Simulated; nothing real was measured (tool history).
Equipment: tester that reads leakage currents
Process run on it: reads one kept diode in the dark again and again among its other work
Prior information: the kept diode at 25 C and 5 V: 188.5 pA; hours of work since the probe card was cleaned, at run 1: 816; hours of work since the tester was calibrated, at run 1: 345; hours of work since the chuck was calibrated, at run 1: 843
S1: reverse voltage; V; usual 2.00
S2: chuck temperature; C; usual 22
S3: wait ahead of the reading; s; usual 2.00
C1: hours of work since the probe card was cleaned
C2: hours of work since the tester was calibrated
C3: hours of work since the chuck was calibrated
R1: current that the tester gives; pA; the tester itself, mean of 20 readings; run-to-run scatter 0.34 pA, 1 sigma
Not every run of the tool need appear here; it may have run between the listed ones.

| run | hour | S1 | S2 | S3 | C1 | C2 | C3 | R1 |
|---|---|---|---|---|---|---|---|---|
| 1 | 0.0 | 2.00 | 22 | 2.00 | 816 | 345 | 843 | 109.60 |
| 2 | 15.6 | 2.00 | 22 | 2.00 | 825 | 354 | 852 | 109.33 |
| 3 | 48.3 | 2.00 | 22 | 2.00 | 844 | 373 | 871 | 109.93 |
| 4 | 64.7 | 2.00 | 22 | 2.00 | 854 | 383 | 881 | 109.60 |
| 5 | 89.1 | 2.00 | 22 | 2.00 | 868 | 397 | 895 | 109.43 |
| 6 | 109.5 | 2.00 | 22 | 2.00 | 880 | 408 | 906 | 109.27 |
| 7 | 129.0 | 2.00 | 22 | 2.00 | 891 | 420 | 918 | 109.34 |
| 8 | 156.2 | 2.00 | 57 | 2.00 | 907 | 436 | 934 | 1414.45 |
|  | 182.8 | chuck's temperature calibrated |
| 9 | 188.6 | 2.00 | 57 | 2.00 | 925 | 453 | 3 | 1489.43 |
| 10 | 207.1 | 2.00 | 22 | 0.75 | 935 | 464 | 14 | 116.51 |
| 11 | 228.6 | 2.00 | 22 | 0.75 | 948 | 476 | 27 | 115.38 |
| 12 | 254.7 | 1.37 | 22 | 2.00 | 963 | 492 | 42 | 102.53 |
| 13 | 279.4 | 2.00 | 22 | 2.00 | 977 | 506 | 56 | 116.13 |
| 14 | 310.5 | 2.00 | 22 | 2.00 | 995 | 524 | 74 | 116.31 |
|  | 315.0 | tester calibrated |
| 15 | 336.2 | 2.00 | 22 | 0.49 | 1009 | 12 | 88 | 116.50 |
| 16 | 361.4 | 2.00 | 59 | 2.00 | 1024 | 27 | 102 | 1686.61 |
| 17 | 393.6 | 11.56 | 22 | 0.68 | 1042 | 46 | 121 | 213.89 |
| 18 | 416.3 | 14.34 | 46 | 1.26 | 1056 | 59 | 134 | 1300.40 |
| 19 | 442.8 | 14.34 | 46 | 1.26 | 1071 | 74 | 150 | 1299.72 |
|  | 452.1 | tester calibrated, once more |
| 20 | 463.8 | 14.34 | 46 | 1.26 | 1082 | 7 | 161 | 1290.65 |
| 21 | 499.0 | 14.34 | 22 | 0.30 | 1102 | 27 | 181 | 232.80 |
| 22 | 530.3 | 14.34 | 22 | 3.42 | 1121 | 45 | 199 | 228.50 |
| 23 | 556.2 | 7.50 | 47 | 5.88 | 1136 | 60 | 214 | 1119.58 |
| 24 | 586.0 | 2.00 | 23 | 0.38 | 1153 | 78 | 232 | 125.10 |
| 25 | 604.6 | 5.51 | 22 | 0.85 | 1164 | 88 | 242 | 162.90 |
| 26 | 621.4 | 6.08 | 32 | 8.22 | 1173 | 98 | 252 | 357.93 |

4 options for the next run, each taken on its own from the tool as it stands now. Forecast them:
| A | 648.6 | 6.82 | 22 | 2.00 | 1189 | 114 | 268 | ? |
| B | 648.6 | 5.66 | 33 | 8.22 | 1189 | 114 | 268 | ? |
| C | 648.6 | 1.60 | 38 | 8.22 | 1189 | 114 | 268 | ? |
| D | 648.6 | 10.08 | 43 | 0.61 | 1189 | 114 | 268 | ? |

| run | R1 |
|---|---|
| A | 175.67 |
| B | 376.27 |
| C | 364.68 |
| D | 934.67 |
Take away the tool's hidden state, keep each run's random variation, and the runs would have read:
| run | R1 |
|---|---|
| A | 163.55 |
| B | 367.11 |
| C | 363.04 |
| D | 919.17 |

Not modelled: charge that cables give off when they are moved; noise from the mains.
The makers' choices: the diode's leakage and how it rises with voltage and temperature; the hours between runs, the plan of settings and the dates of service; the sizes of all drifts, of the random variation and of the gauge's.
